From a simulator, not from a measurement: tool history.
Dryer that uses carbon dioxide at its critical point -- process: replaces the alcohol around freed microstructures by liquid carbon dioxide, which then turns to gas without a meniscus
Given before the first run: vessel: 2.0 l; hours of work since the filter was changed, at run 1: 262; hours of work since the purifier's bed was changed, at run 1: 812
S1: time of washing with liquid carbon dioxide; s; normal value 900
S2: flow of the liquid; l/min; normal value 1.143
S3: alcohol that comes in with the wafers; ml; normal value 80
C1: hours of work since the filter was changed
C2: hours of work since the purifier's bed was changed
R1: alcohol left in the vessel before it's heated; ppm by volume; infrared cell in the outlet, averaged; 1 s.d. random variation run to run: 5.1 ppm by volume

run	hour	S1	S2	S3	C1	C2	R1
1	0	900	1.143	80	262	812	312
2	19.8	900	1.143	80	275	825	306
3	55.9	900	1.143	80	300	850	337
4	75.6	1020	1.143	80	313	863	255
5	96.1	1020	1.143	80	327	877	274
6	118.3	1020	1.143	80	343	893	282
# hour 141.9: inlet filter changed
7	151	1020	1.143	80	6	914	234
8	177.7	1020	1.143	80	24	932	244
# hour 200.1: purifier's bed changed
9	210.7	1020	1.143	80	45	7	34
10	229.6	1020	1.143	80	58	20	37
11	256.4	780	1.143	80	76	38	178
12	275.4	780	1.143	80	89	51	182
13	293	900	1.143	80	101	63	94
14	319.6	900	1.143	80	119	82	109
15	342	900	1.143	80	134	97	119
16	370.1	900	1.143	80	154	116	123
17	386.5	900	1.143	80	165	127	135
18	414.8	1080	1.38	49	184	146	46
19	451.4	1020	0.75	77	209	171	522
20	482.1	1380	1.68	48	230	192	52
21	513.9	960	1.143	57	252	214	116
22	544.9	900	1.84	80	273	235	58
23	565.6	1440	1.26	80	287	249	66
24	601.7	1260	0.75	72	312	274	276
25	625.9	660	0.92	30	328	290	664
26	642.4	600	0.85	80	339	302	2789
27	666	600	0.85	80	355	318	2880
# hour 672.6: inlet filter changed
28	701.6	900	1.02	96	20	341	227
29	721.1	1260	1.143	80	33	355	100
30	746.3	540	1.143	23	50	372	330
31	761.8	540	1.143	23	61	382	343
32	797.9	600	1.37	23	85	407	177

3 ways to go on from here, each from the tool as it stands after run 32. What would each give?
A	831.3	1320	1.67	111	108	430	?
B	831.3	720	1.89	35	108	430	?
C	831.3	900	0.98	80	108	430	?

run	R1
A	103
B	116
C	293
Take away the tool's hidden state, keep each run's random variation, and the runs would have read:
run	R1
A	5
B	14
C	143
